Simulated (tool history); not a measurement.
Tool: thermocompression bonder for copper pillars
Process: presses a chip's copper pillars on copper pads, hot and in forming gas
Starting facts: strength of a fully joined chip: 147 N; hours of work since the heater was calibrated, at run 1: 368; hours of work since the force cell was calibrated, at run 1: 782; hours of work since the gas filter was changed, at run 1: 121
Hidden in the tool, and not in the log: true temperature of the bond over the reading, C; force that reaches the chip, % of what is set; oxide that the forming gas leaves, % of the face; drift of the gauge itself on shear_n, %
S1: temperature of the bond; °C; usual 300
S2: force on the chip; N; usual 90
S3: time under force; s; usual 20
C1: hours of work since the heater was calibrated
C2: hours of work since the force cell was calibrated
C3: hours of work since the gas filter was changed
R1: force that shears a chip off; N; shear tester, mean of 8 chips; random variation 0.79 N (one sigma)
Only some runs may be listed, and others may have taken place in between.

run	day	S1	S2	S3	C1	C2	C3	R1
1	0	300	90	20	368	782	121	105.7
2	1.083	300	90	20	384	799	138	105.8
3	3.592	300	90	20	423	837	176	104.3
4	6.054	300	90	20	460	874	214	103.7
# day 7.55: force cell calibrated
5	8.292	300	90	20	493	11	247	101
6	10.046	300	90	20	520	38	274	100.5
# day 11.408: forming gas filter changed
7	12.492	300	90	59	557	75	17	132.2
8	14.762	300	62	20	592	110	51	91.6
9	17.233	300	90	20	630	147	89	108.1
10	18.446	300	59	20	648	166	107	87.3
11	19.592	300	59	20	666	183	125	87.3
12	22.058	300	59	20	703	221	163	86.7
13	24.021	285	90	20	733	251	192	91.9
14	26.512	285	90	20	771	289	230	90.3
15	27.746	285	90	20	790	308	249	90.9
16	29.625	285	90	20	819	337	278	88.9
# day 30.812: forming gas filter changed
17	31.475	300	90	20	847	364	10	112.6
18	33.838	300	90	20	883	400	46	112.4
19	35.146	300	90	20	903	420	66	111.9
20	36.329	300	90	20	921	438	84	110.8
21	38.329	300	90	20	951	469	115	106.8
22	39.862	300	90	20	974	492	138	106.6
23	41.892	270	80	17	1006	523	169	71.1
24	43.267	297	125	20	1026	544	190	115.7
25	45.196	300	58	20	1056	574	219	86.6
26	46.883	300	58	20	1082	600	245	85.9
27	48.025	300	58	20	1099	617	263	85.5
# day 48.258: heater calibrated with a thermocouple chip
28	49.938	300	79	12	26	645	291	79.1
# day 50.171: forming gas filter changed
29	51.388	308	90	20	47	667	19	112.3
30	52.804	312	67	20	69	688	40	105
31	54.296	288	71	12	92	711	63	70.6
32	56.562	288	71	12	126	746	98	68.9
33	58.771	288	71	12	160	779	131	69.6
34	60.704	288	71	12	190	809	161	69.4
35	61.792	290	72	16	206	825	177	78.7
36	62.967	298	72	16	224	843	195	85.4
37	63.975	300	90	15	239	859	211	97.1
38	65.421	300	90	15	262	881	233	92.8
# day 66.562: force cell calibrated
39	67.975	300	90	15	300	22	271	91.6

What if the next run were any one of these 3? Each begins from the tool's condition after run 39:
# day 69.517: forming gas filter changed
A	69.775	300	90	17	327	49	4	?
# day 69.517: forming gas filter changed
B	69.775	319	90	20	327	49	4	?
# day 69.517: forming gas filter changed
C	69.775	280	72	34	327	49	4	?

run	R1
A	104.3
B	122.4
C	92.9
Had the tool no hidden state, the same runs would have come out as:
run	R1
A	101.8
B	120.6
C	90.1

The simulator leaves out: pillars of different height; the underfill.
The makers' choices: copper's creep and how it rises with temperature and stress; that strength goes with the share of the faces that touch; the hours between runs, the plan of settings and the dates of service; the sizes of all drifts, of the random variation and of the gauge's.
